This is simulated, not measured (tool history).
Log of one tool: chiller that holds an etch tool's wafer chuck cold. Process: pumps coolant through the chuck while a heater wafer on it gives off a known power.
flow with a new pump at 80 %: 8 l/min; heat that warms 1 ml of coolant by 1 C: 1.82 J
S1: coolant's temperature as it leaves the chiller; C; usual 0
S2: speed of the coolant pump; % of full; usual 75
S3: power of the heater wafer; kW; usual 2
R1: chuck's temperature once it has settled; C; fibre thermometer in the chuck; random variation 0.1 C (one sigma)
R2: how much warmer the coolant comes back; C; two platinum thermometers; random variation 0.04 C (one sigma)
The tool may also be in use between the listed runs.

run,day,S1,S2,S3,R1,R2
1,0,0,75,2,17.1,10.04
2,5.521,0,75,1.443,12.1,7.29
3,12.708,0,75,2,17.1,10.13
4,19.867,0,75,2,17,10.21
5,25.217,0,75,2,17.2,10.26
6,29.85,0,75,2,17,10.26
7,34.404,0,75,2,17.4,10.36
8,42.146,0,75,2.445,21.2,12.6
9,45.596,0,75,2.445,21.4,12.73
# day 46.158: coolant pump overhauled
10,49.075,-7,75,2.445,16.6,14.33
11,56.133,-7,75,2.445,16.6,14.48
12,62.404,-7,75,2.445,16.9,14.52
13,66.896,-7,75,2.445,16.9,14.5
14,71.996,-3,64,2.894,29.7,20.47
# day 73.721: coolant pump overhauled, once more
15,76.192,0,83,2,14.1,7.97
16,79.858,0,83,2,14,8
17,87.192,5,75,2.359,23.3,10.58
18,91.508,5,75,2.359,23.4,10.57
19,97.117,0,83,2.504,17.9,10.02
20,101.933,7,62,2.446,29.9,13.57

Forecast each of these 4 alternatives for the next run:
A,108.425,6,62,1.383,?,?
B,108.425,-5,68,1.082,?,?
C,108.425,0,72,1.517,?,?
D,108.425,-7,62,2.446,?,?

run,R1,R2
A,18.9,7.79
B,4.2,5.43
C,12.1,7.15
D,16,13.57
Without the tool's hidden state the same runs would have given:
run,R1,R2
A,18.5,7.59
B,3.9,5.29
C,11.7,6.98
D,14.9,13.23
